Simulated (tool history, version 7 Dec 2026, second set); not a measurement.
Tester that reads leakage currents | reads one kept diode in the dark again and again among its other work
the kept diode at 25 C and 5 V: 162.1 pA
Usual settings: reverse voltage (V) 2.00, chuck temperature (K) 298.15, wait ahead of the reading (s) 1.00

run    hour  reverse voltage (V)  chuck temperature (K)  wait ahead of the reading (s)  current that the tester gives (pA)
  1     0.0                 2.00                 298.15                           1.00                              120.50
  2    22.4                 2.00                 298.15                           1.00                              120.36
  3    54.7                 2.00                 298.15                           1.00                              120.67
  4    92.3                 2.00                 298.15                           1.00                              120.07
  5   125.8                 2.00                 298.15                           1.00                              120.60
  6   150.5                 2.00                 298.15                           1.00                              120.48
  7   175.5                 2.00                 298.15                           1.00                              119.66
  8   197.8                 2.00                 305.15                           1.00                              211.95
  9   229.2                 2.00                 298.15                           1.00                              119.47
 10   266.9                 7.50                 298.15                           1.00                              207.07
 11   300.4                 2.00                 298.15                           2.15                              119.52
 12   332.1                 2.00                 298.15                           1.00                              120.66
 13   360.3                 2.00                 298.15                           1.00                              119.43
 14   379.9                 2.00                 298.15                           1.00                              119.66
 15   414.1                 2.00                 298.15                           1.00                              119.80
 16   452.2                 2.00                 298.15                           8.44                              119.41
 17   479.7                 7.20                 298.15                           1.00                              202.97
 18   512.1                 7.20                 298.15                           1.00                              204.81
 19   552.2                 2.00                 298.15                           2.92                              118.80
 20   581.0                 5.91                 298.15                           1.00                              186.39
      601.7  -- probe card cleaned and baked
 21   603.7                 5.91                 298.15                           1.00                              194.82
 22   628.2                11.00                 312.15                           3.88                              715.01
 23   645.7                16.81                 298.15                           1.00                              320.37
 24   685.3                15.93                 298.15                           1.00                              311.85
 25   723.0                15.93                 298.15                           0.30                              322.50
      758.5  -- probe card cleaned and baked, once more
 26   761.8                 1.17                 298.15                           2.25                               93.33
 27   801.3                 5.42                 309.15                           1.00                              408.05
 28   828.3                 5.42                 309.15                           1.00                              405.32
 29   854.5                 2.00                 333.15                           1.89                             1664.03
 30   881.0                 4.22                 298.15                           1.55                              149.06
 31   905.6                 1.03                 316.15                           0.36                              380.66
 32   933.2                 1.38                 314.15                           0.38                              363.76
 33   963.1                 1.72                 328.15                           6.78                             1107.30
 34  1000.4                 1.72                 328.15                           6.78                             1108.12
 35  1021.2                17.90                 294.15                           4.76                              182.27
 36  1062.2                17.90                 294.15                           4.76                              181.27
 37  1086.6                 2.00                 316.15                           2.86                              483.88
 38  1111.2                 3.93                 298.15                           1.11                              145.24
 39  1143.3                 3.93                 298.15                           1.11                              145.34

Forecast each of these 5 alternatives for the next run:
  A  1171.5                 3.93                 330.15                           1.11                                   ?
  B  1171.5                12.98                 295.15                           1.11                                   ?
  C  1171.5                 1.67                 304.15                           3.47                                   ?
  D  1171.5                 3.75                 298.15                           1.00                                   ?
  E  1171.5                 1.92                 315.15                           1.77                                   ?

run  current that the tester gives (pA)
  A                             1726.35
  B                              177.43
  C                              173.98
  D                              142.83
  E                              440.73
Without the tool's hidden state the same runs would have given:
run  current that the tester gives (pA)
  A                             1771.73
  B                              180.52
  C                              179.20
  D                              146.75
  E                              453.39
